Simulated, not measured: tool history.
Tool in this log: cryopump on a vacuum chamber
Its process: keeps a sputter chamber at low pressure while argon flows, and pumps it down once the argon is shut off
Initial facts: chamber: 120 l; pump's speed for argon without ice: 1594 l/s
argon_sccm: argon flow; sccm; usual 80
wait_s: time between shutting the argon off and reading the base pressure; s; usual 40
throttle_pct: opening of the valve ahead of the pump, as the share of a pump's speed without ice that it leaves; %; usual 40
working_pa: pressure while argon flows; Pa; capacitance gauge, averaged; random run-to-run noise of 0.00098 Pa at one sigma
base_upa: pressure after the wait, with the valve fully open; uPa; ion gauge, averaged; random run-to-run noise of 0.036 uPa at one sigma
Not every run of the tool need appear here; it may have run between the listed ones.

run    day  argon_sccm  wait_s  throttle_pct  working_pa  base_upa
  1      0          80      40            40      0.2193      2.91
  2  0.758          80      40            40      0.2198      2.79
  3  1.433          80      40            40      0.2199      2.89
  4  2.029          80      40            40        0.22      2.78
  5  2.462          80      40            40      0.2209      2.86
  6  3.117          80      40            40      0.2219      2.82
  7  3.858          50      40            40       0.139      2.91
  8  4.542          80      40            40      0.2217      2.82
  9  4.975          80      32            40      0.2196      3.26
 10  5.638          80      32            40      0.2222      3.38
 11  6.396          80      32            40      0.2221      3.36
 12  6.762          34      38            29      0.1289      3.09

Run 13 is up next; what results do you expect?
 13  7.454          34     221            29           ?         ?

Run 13 produced working_pa 0.1288 Pa, base_upa 1.48 uPa.
Were there no unlogged condition in the tool, this run, its random variation unchanged, would have produced working_pa 0.1241 Pa, base_upa 0.52 uPa.
